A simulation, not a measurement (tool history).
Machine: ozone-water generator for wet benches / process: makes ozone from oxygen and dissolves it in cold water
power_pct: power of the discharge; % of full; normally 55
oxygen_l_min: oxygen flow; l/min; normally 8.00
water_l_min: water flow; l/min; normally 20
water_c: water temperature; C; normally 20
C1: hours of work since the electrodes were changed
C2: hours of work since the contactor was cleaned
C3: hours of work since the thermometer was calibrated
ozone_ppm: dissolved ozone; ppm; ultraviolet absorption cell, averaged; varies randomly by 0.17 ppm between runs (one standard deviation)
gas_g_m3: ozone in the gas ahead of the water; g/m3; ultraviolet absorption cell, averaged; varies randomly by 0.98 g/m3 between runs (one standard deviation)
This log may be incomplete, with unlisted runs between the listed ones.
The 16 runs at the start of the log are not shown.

{"run": 17, "hour": 2894.0, "power_pct": 55, "oxygen_l_min": 8.0, "water_l_min": 20, "water_c": 20, "C1": 8799, "C2": 3677, "C3": 3862, "ozone_ppm": 17.5, "gas_g_m3": 129.6}
{"run": 18, "hour": 3114.0, "power_pct": 55, "oxygen_l_min": 8.03, "water_l_min": 20, "water_c": 21, "C1": 8978, "C2": 3856, "C3": 4041, "ozone_ppm": 16.8, "gas_g_m3": 129.7}
{"run": 19, "hour": 3334.4, "power_pct": 55, "oxygen_l_min": 11.55, "water_l_min": 20, "water_c": 21, "C1": 9158, "C2": 4035, "C3": 4221, "ozone_ppm": 15.0, "gas_g_m3": 99.7}
{"run": 20, "hour": 3460.9, "power_pct": 98, "oxygen_l_min": 8.0, "water_l_min": 20, "water_c": 20, "C1": 9261, "C2": 4138, "C3": 4324, "ozone_ppm": 21.9, "gas_g_m3": 165.4}
{"hour": 3480.0, "done": "electrodes of the discharge changed"}
{"run": 21, "hour": 3619.2, "power_pct": 98, "oxygen_l_min": 8.0, "water_l_min": 19, "water_c": 20, "C1": 113, "C2": 4262, "C3": 4448, "ozone_ppm": 32.3, "gas_g_m3": 235.2}
{"run": 22, "hour": 3754.2, "power_pct": 47, "oxygen_l_min": 9.66, "water_l_min": 17, "water_c": 12, "C1": 223, "C2": 4372, "C3": 4558, "ozone_ppm": 25.2, "gas_g_m3": 134.8}
{"hour": 3892.1, "done": "water thermometer calibrated"}
{"run": 23, "hour": 3979.6, "power_pct": 48, "oxygen_l_min": 8.0, "water_l_min": 20, "water_c": 20, "C1": 406, "C2": 4555, "C3": 71, "ozone_ppm": 20.4, "gas_g_m3": 157.1}
{"run": 24, "hour": 4100.7, "power_pct": 55, "oxygen_l_min": 8.0, "water_l_min": 19, "water_c": 13, "C1": 505, "C2": 4654, "C3": 170, "ozone_ppm": 25.9, "gas_g_m3": 168.6}
{"hour": 4201.0, "done": "contactor cleaned"}
{"run": 25, "hour": 4213.0, "power_pct": 55, "oxygen_l_min": 8.0, "water_l_min": 21, "water_c": 20, "C1": 593, "C2": 10, "C3": 258, "ozone_ppm": 22.6, "gas_g_m3": 165.1}
{"run": 26, "hour": 4364.7, "power_pct": 55, "oxygen_l_min": 8.0, "water_l_min": 21, "water_c": 20, "C1": 717, "C2": 133, "C3": 381, "ozone_ppm": 22.1, "gas_g_m3": 166.4}
{"run": 27, "hour": 4576.8, "power_pct": 55, "oxygen_l_min": 8.0, "water_l_min": 21, "water_c": 20, "C1": 889, "C2": 306, "C3": 554, "ozone_ppm": 22.2, "gas_g_m3": 164.4}
{"run": 28, "hour": 4721.8, "power_pct": 55, "oxygen_l_min": 8.0, "water_l_min": 13, "water_c": 23, "C1": 1007, "C2": 424, "C3": 672, "ozone_ppm": 27.8, "gas_g_m3": 166.5}
{"run": 29, "hour": 4916.8, "power_pct": 55, "oxygen_l_min": 9.42, "water_l_min": 27, "water_c": 27, "C1": 1166, "C2": 583, "C3": 831, "ozone_ppm": 15.1, "gas_g_m3": 146.0}
{"run": 30, "hour": 5077.7, "power_pct": 55, "oxygen_l_min": 14.26, "water_l_min": 20, "water_c": 20, "C1": 1297, "C2": 714, "C3": 962, "ozone_ppm": 18.9, "gas_g_m3": 109.2}
{"run": 31, "hour": 5274.4, "power_pct": 52, "oxygen_l_min": 14.26, "water_l_min": 20, "water_c": 20, "C1": 1457, "C2": 874, "C3": 1122, "ozone_ppm": 18.1, "gas_g_m3": 105.9}
{"run": 32, "hour": 5462.6, "power_pct": 42, "oxygen_l_min": 8.55, "water_l_min": 20, "water_c": 20, "C1": 1611, "C2": 1027, "C3": 1275, "ozone_ppm": 18.7, "gas_g_m3": 134.4}
{"run": 33, "hour": 5695.6, "power_pct": 42, "oxygen_l_min": 8.55, "water_l_min": 20, "water_c": 20, "C1": 1800, "C2": 1217, "C3": 1465, "ozone_ppm": 18.8, "gas_g_m3": 133.1}

Branching from run 33: 3 alternative next runs. What would each branch give?
{"run": "A", "hour": 5852.5, "power_pct": 55, "oxygen_l_min": 13.97, "water_l_min": 15, "water_c": 20, "C1": 1928, "C2": 1345, "C3": 1593, "ozone_ppm": "?", "gas_g_m3": "?"}
{"run": "B", "hour": 5852.5, "power_pct": 42, "oxygen_l_min": 8.55, "water_l_min": 26, "water_c": 24, "C1": 1928, "C2": 1345, "C3": 1593, "ozone_ppm": "?", "gas_g_m3": "?"}
{"run": "C", "hour": 5852.5, "power_pct": 68, "oxygen_l_min": 4.19, "water_l_min": 20, "water_c": 23, "C1": 1928, "C2": 1345, "C3": 1593, "ozone_ppm": "?", "gas_g_m3": "?"}

run=A ozone_ppm=21.3 gas_g_m3=110.4
run=B ozone_ppm=14.0 gas_g_m3=132.3
run=C ozone_ppm=26.8 gas_g_m3=282.7
Without the tool's hidden state the same runs would have given:
run=A ozone_ppm=22.6 gas_g_m3=115.2
run=B ozone_ppm=14.8 gas_g_m3=137.1
run=C ozone_ppm=28.7 gas_g_m3=296.7

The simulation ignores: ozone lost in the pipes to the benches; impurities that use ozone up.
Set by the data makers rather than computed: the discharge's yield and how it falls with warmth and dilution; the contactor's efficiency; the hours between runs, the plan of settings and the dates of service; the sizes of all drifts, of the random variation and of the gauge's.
